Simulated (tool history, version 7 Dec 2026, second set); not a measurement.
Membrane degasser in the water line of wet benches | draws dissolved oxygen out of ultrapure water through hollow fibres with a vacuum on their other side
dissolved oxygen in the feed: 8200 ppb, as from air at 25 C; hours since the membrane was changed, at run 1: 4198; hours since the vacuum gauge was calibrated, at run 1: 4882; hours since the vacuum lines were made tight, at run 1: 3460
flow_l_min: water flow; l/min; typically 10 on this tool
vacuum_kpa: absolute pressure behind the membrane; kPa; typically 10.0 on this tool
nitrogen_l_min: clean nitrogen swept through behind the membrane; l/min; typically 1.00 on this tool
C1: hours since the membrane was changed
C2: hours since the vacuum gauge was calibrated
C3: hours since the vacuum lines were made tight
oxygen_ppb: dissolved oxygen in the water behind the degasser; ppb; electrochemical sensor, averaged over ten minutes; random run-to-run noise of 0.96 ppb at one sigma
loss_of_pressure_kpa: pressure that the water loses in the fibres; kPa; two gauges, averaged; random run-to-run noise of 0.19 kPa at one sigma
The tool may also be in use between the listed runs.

Run 1, day 0.000: usual settings; C1 4198; C2 4882; C3 3460. Result: oxygen_ppb 170.8 ppb, loss_of_pressure_kpa 38.31 kPa.
Run 2, day 3.375: usual settings; C1 4279; C2 4963; C3 3541. Result: oxygen_ppb 171.4 ppb, loss_of_pressure_kpa 38.23 kPa.
Run 3, day 9.100: usual settings but vacuum_kpa 18.9 kPa; C1 4416; C2 5100; C3 3678. Result: oxygen_ppb 370.6 ppb, loss_of_pressure_kpa 38.50 kPa.
Run 4, day 13.167: usual settings but flow_l_min 9 l/min; C1 4514; C2 5198; C3 3776. Result: oxygen_ppb 152.7 ppb, loss_of_pressure_kpa 35.05 kPa.
Run 5, day 16.754: usual settings but flow_l_min 9 l/min; C1 4600; C2 5284; C3 3862. Result: oxygen_ppb 151.4 ppb, loss_of_pressure_kpa 34.61 kPa.
Run 6, day 19.858: usual settings but flow_l_min 9 l/min; C1 4674; C2 5358; C3 3936. Result: oxygen_ppb 152.1 ppb, loss_of_pressure_kpa 34.62 kPa.
Run 7, day 24.279: usual settings but flow_l_min 9 l/min, vacuum_kpa 6.6 kPa; C1 4780; C2 5464; C3 4042. Result: oxygen_ppb 81.2 ppb, loss_of_pressure_kpa 34.64 kPa.
Run 8, day 29.988: usual settings but flow_l_min 9 l/min, vacuum_kpa 6.6 kPa; C1 4917; C2 5601; C3 4179. Result: oxygen_ppb 81.6 ppb, loss_of_pressure_kpa 34.49 kPa.
Run 9, day 33.246: usual settings but flow_l_min 7 l/min; C1 4996; C2 5680; C3 4258. Result: oxygen_ppb 117.1 ppb, loss_of_pressure_kpa 27.26 kPa.
Run 10, day 35.567: usual settings but flow_l_min 7 l/min; C1 5051; C2 5735; C3 4313. Result: oxygen_ppb 120.6 ppb, loss_of_pressure_kpa 26.82 kPa.
Run 11, day 39.175: usual settings; C1 5138; C2 5822; C3 4400. Result: oxygen_ppb 167.4 ppb, loss_of_pressure_kpa 38.54 kPa.
Run 12, day 43.042: usual settings; C1 5231; C2 5915; C3 4493. Result: oxygen_ppb 167.9 ppb, loss_of_pressure_kpa 38.28 kPa.
Run 13, day 48.062: usual settings but vacuum_kpa 9.2 kPa; C1 5351; C2 6035; C3 4613. Result: oxygen_ppb 149.1 ppb, loss_of_pressure_kpa 38.48 kPa.
Run 14, day 50.617: usual settings but flow_l_min 14 l/min, vacuum_kpa 11.3 kPa, nitrogen_l_min 2.70 l/min; C1 5413; C2 6097; C3 4674. Result: oxygen_ppb 122.4 ppb, loss_of_pressure_kpa 53.96 kPa.
Run 15, day 53.225: usual settings but vacuum_kpa 20.4 kPa; C1 5475; C2 6159; C3 4737. Result: oxygen_ppb 396.3 ppb, loss_of_pressure_kpa 38.56 kPa.
Run 16, day 55.762: usual settings but vacuum_kpa 20.4 kPa, nitrogen_l_min 1.20 l/min; C1 5536; C2 6220; C3 4798. Result: oxygen_ppb 335.6 ppb, loss_of_pressure_kpa 38.28 kPa.
Run 17, day 61.154: usual settings but vacuum_kpa 20.8 kPa, nitrogen_l_min 2.42 l/min; C1 5665; C2 6349; C3 4927. Result: oxygen_ppb 180.8 ppb, loss_of_pressure_kpa 38.57 kPa.
Run 18, day 64.117: usual settings but vacuum_kpa 20.8 kPa, nitrogen_l_min 2.42 l/min; C1 5736; C2 6421; C3 4998. Result: oxygen_ppb 184.2 ppb, loss_of_pressure_kpa 38.68 kPa.
Run 19, day 68.846: usual settings but flow_l_min 15 l/min, vacuum_kpa 11.0 kPa, nitrogen_l_min 2.42 l/min; C1 5850; C2 6534; C3 5112. Result: oxygen_ppb 138.2 ppb, loss_of_pressure_kpa 58.09 kPa.
Run 20, day 71.525: usual settings but vacuum_kpa 6.4 kPa, nitrogen_l_min 0.48 l/min; C1 5914; C2 6598; C3 5176. Result: oxygen_ppb 154.0 ppb, loss_of_pressure_kpa 38.55 kPa.
Run 21, day 74.788: usual settings but flow_l_min 8 l/min, vacuum_kpa 8.2 kPa, nitrogen_l_min 0.63 l/min; C1 5993; C2 6677; C3 5255. Result: oxygen_ppb 148.9 ppb, loss_of_pressure_kpa 31.02 kPa.
At day 75.246: vacuum gauge calibrated.
At day 79.046: gauge calibrated.
Run 22, day 79.858: usual settings but flow_l_min 8 l/min, vacuum_kpa 8.2 kPa, nitrogen_l_min 2.70 l/min; C1 6114; C2 111; C3 5376. Result: oxygen_ppb 44.1 ppb, loss_of_pressure_kpa 30.83 kPa.
Run 23, day 84.950: usual settings but flow_l_min 8 l/min, vacuum_kpa 8.2 kPa, nitrogen_l_min 2.70 l/min; C1 6236; C2 233; C3 5498. Result: oxygen_ppb 43.9 ppb, loss_of_pressure_kpa 30.66 kPa.
Run 24, day 87.629: usual settings but flow_l_min 8 l/min, vacuum_kpa 8.2 kPa, nitrogen_l_min 2.70 l/min; C1 6300; C2 297; C3 5562. Result: oxygen_ppb 44.2 ppb, loss_of_pressure_kpa 30.83 kPa.
Run 25, day 90.571: usual settings but flow_l_min 6 l/min, vacuum_kpa 7.3 kPa, nitrogen_l_min 1.33 l/min; C1 6371; C2 368; C3 5633. Result: oxygen_ppb 49.3 ppb, loss_of_pressure_kpa 23.30 kPa.

Here are 4 independent what-if runs from the current tool condition. What would each one return?
Run A, day 94.558: usual settings but vacuum_kpa 23.1 kPa, nitrogen_l_min 2.91 l/min; C1 6467; C2 463; C3 5728. Result: oxygen_ppb ?, loss_of_pressure_kpa ?.
Run B, day 94.558: usual settings but flow_l_min 11 l/min, vacuum_kpa 15.9 kPa, nitrogen_l_min 1.33 l/min; C1 6467; C2 463; C3 5728. Result: oxygen_ppb ?, loss_of_pressure_kpa ?.
Run C, day 94.558: usual settings but flow_l_min 13 l/min, vacuum_kpa 19.4 kPa, nitrogen_l_min 2.63 l/min; C1 6467; C2 463; C3 5728. Result: oxygen_ppb ?, loss_of_pressure_kpa ?.
Run D, day 94.558: usual settings but flow_l_min 6 l/min, vacuum_kpa 15.0 kPa, nitrogen_l_min 2.14 l/min; C1 6467; C2 463; C3 5728. Result: oxygen_ppb ?, loss_of_pressure_kpa ?.

run  oxygen_ppb  loss_of_pressure_kpa
  A       175.2                 38.45
  B       257.0                 42.50
  C       208.4                 49.82
  D        84.6                 22.88
Take away the tool's hidden state, keep each run's random variation, and the runs would have read:
run  oxygen_ppb  loss_of_pressure_kpa
  A       176.1                 38.42
  B       258.3                 42.47
  C       209.4                 49.78
  D        85.0                 22.87
